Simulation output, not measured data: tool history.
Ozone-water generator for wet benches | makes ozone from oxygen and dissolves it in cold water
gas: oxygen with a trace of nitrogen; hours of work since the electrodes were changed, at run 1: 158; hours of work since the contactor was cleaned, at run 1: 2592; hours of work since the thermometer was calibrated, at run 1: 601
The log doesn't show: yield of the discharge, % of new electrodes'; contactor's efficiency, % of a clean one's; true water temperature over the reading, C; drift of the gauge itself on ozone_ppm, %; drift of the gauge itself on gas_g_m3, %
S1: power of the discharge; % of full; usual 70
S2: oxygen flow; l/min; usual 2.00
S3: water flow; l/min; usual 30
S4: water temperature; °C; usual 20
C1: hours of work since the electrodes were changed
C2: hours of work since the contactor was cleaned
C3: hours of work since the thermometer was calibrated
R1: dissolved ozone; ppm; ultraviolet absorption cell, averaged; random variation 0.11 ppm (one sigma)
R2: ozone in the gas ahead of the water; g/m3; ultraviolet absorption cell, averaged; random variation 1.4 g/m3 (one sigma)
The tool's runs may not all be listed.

{"run": 1, "hour": 0.0, "S1": 70, "S2": 2.0, "S3": 30, "S4": 20, "C1": 158, "C2": 2592, "C3": 601, "R1": 7.9, "R2": 258.5}
{"run": 2, "hour": 104.5, "S1": 70, "S2": 2.0, "S3": 30, "S4": 20, "C1": 256, "C2": 2689, "C3": 698, "R1": 7.8, "R2": 260.2}
{"run": 3, "hour": 192.6, "S1": 70, "S2": 2.0, "S3": 30, "S4": 20, "C1": 338, "C2": 2771, "C3": 780, "R1": 7.7, "R2": 258.0}
{"run": 4, "hour": 368.0, "S1": 70, "S2": 2.0, "S3": 30, "S4": 20, "C1": 501, "C2": 2934, "C3": 943, "R1": 7.9, "R2": 257.4}
{"run": 5, "hour": 465.8, "S1": 70, "S2": 2.0, "S3": 23, "S4": 20, "C1": 592, "C2": 3025, "C3": 1034, "R1": 10.4, "R2": 256.6}
{"run": 6, "hour": 589.4, "S1": 84, "S2": 2.0, "S3": 23, "S4": 20, "C1": 707, "C2": 3140, "C3": 1150, "R1": 11.1, "R2": 287.3}
{"run": 7, "hour": 744.9, "S1": 70, "S2": 2.0, "S3": 30, "S4": 17, "C1": 852, "C2": 3285, "C3": 1294, "R1": 7.8, "R2": 256.9}
{"run": 8, "hour": 899.6, "S1": 70, "S2": 2.0, "S3": 30, "S4": 17, "C1": 996, "C2": 3429, "C3": 1438, "R1": 7.7, "R2": 254.5}
{"run": 9, "hour": 1069.5, "S1": 70, "S2": 2.0, "S3": 30, "S4": 16, "C1": 1154, "C2": 3587, "C3": 1597, "R1": 7.7, "R2": 255.1}
{"run": 10, "hour": 1209.7, "S1": 70, "S2": 2.0, "S3": 30, "S4": 16, "C1": 1285, "C2": 3718, "C3": 1727, "R1": 7.6, "R2": 256.6}
{"run": 11, "hour": 1376.2, "S1": 70, "S2": 2.0, "S3": 30, "S4": 16, "C1": 1440, "C2": 3873, "C3": 1882, "R1": 7.7, "R2": 252.9}
{"run": 12, "hour": 1477.3, "S1": 70, "S2": 2.0, "S3": 30, "S4": 20, "C1": 1534, "C2": 3967, "C3": 1976, "R1": 7.6, "R2": 252.9}
{"run": 13, "hour": 1643.5, "S1": 70, "S2": 2.0, "S3": 30, "S4": 20, "C1": 1689, "C2": 4122, "C3": 2131, "R1": 7.4, "R2": 250.0}
{"run": 14, "hour": 1784.0, "S1": 70, "S2": 2.0, "S3": 30, "S4": 20, "C1": 1819, "C2": 4253, "C3": 2262, "R1": 7.6, "R2": 252.4}
{"run": 15, "hour": 1886.5, "S1": 70, "S2": 2.0, "S3": 30, "S4": 20, "C1": 1915, "C2": 4348, "C3": 2357, "R1": 7.3, "R2": 250.4}
{"run": 16, "hour": 2043.6, "S1": 70, "S2": 2.0, "S3": 30, "S4": 20, "C1": 2061, "C2": 4494, "C3": 2504, "R1": 7.5, "R2": 250.4}
{"run": 17, "hour": 2118.6, "S1": 70, "S2": 2.0, "S3": 30, "S4": 20, "C1": 2131, "C2": 4564, "C3": 2573, "R1": 7.3, "R2": 251.1}
{"run": 18, "hour": 2248.7, "S1": 71, "S2": 2.01, "S3": 30, "S4": 15, "C1": 2252, "C2": 4685, "C3": 2695, "R1": 7.8, "R2": 251.3}
{"run": 19, "hour": 2398.9, "S1": 73, "S2": 1.27, "S3": 25, "S4": 15, "C1": 2392, "C2": 4825, "C3": 2834, "R1": 7.5, "R2": 301.6}
{"run": 20, "hour": 2501.0, "S1": 73, "S2": 1.27, "S3": 25, "S4": 15, "C1": 2487, "C2": 4920, "C3": 2929, "R1": 7.8, "R2": 297.3}
{"run": 21, "hour": 2602.9, "S1": 49, "S2": 3.38, "S3": 19, "S4": 15, "C1": 2582, "C2": 5015, "C3": 3024, "R1": 11.6, "R2": 164.8}
{"run": 22, "hour": 2711.6, "S1": 58, "S2": 2.44, "S3": 21, "S4": 22, "C1": 2683, "C2": 5116, "C3": 3126, "R1": 9.7, "R2": 204.2}
{"run": 23, "hour": 2787.8, "S1": 58, "S2": 2.44, "S3": 21, "S4": 22, "C1": 2754, "C2": 5187, "C3": 3197, "R1": 9.7, "R2": 206.9}
{"run": 24, "hour": 2940.1, "S1": 70, "S2": 1.57, "S3": 43, "S4": 20, "C1": 2896, "C2": 5329, "C3": 3338, "R1": 4.6, "R2": 267.8}
{"run": 25, "hour": 3059.7, "S1": 53, "S2": 2.0, "S3": 32, "S4": 28, "C1": 3007, "C2": 5441, "C3": 3450, "R1": 5.6, "R2": 207.5}
{"hour": 3152.2, "done": "contactor cleaned"}
{"hour": 3209.4, "done": "water thermometer calibrated"}
{"run": 26, "hour": 3226.1, "S1": 53, "S2": 2.0, "S3": 32, "S4": 28, "C1": 3158, "C2": 68, "C3": 16, "R1": 5.7, "R2": 208.1}
{"run": 27, "hour": 3378.5, "S1": 89, "S2": 1.59, "S3": 21, "S4": 20, "C1": 3300, "C2": 210, "C3": 157, "R1": 11.2, "R2": 306.8}
{"run": 28, "hour": 3534.2, "S1": 45, "S2": 2.0, "S3": 30, "S4": 21, "C1": 3445, "C2": 355, "C3": 302, "R1": 5.6, "R2": 187.9}
{"run": 29, "hour": 3626.6, "S1": 64, "S2": 2.0, "S3": 30, "S4": 20, "C1": 3531, "C2": 441, "C3": 388, "R1": 7.1, "R2": 232.7}
{"run": 30, "hour": 3776.1, "S1": 64, "S2": 2.0, "S3": 35, "S4": 20, "C1": 3670, "C2": 581, "C3": 528, "R1": 6.1, "R2": 228.8}
{"run": 31, "hour": 3933.1, "S1": 80, "S2": 2.0, "S3": 30, "S4": 20, "C1": 3816, "C2": 727, "C3": 674, "R1": 8.0, "R2": 259.7}
{"run": 32, "hour": 4097.7, "S1": 58, "S2": 2.38, "S3": 30, "S4": 20, "C1": 3970, "C2": 880, "C3": 827, "R1": 7.1, "R2": 203.4}

Forecast each of these 3 alternatives for the next run:
{"run": "A", "hour": 4175.8, "S1": 61, "S2": 2.0, "S3": 38, "S4": 13, "C1": 4042, "C2": 953, "C3": 900, "R1": "?", "R2": "?"}
{"run": "B", "hour": 4175.8, "S1": 64, "S2": 2.38, "S3": 27, "S4": 22, "C1": 4042, "C2": 953, "C3": 900, "R1": "?", "R2": "?"}
{"run": "C", "hour": 4175.8, "S1": 58, "S2": 2.46, "S3": 30, "S4": 20, "C1": 4042, "C2": 953, "C3": 900, "R1": "?", "R2": "?"}

run=A R1=5.8 R2=223.5
run=B R1=8.2 R2=215.8
run=C R1=7.0 R2=200.6
Without the tool's hidden state the same runs would have given:
run=A R1=6.2 R2=239.0
run=B R1=8.9 R2=231.3
run=C R1=7.6 R2=214.1
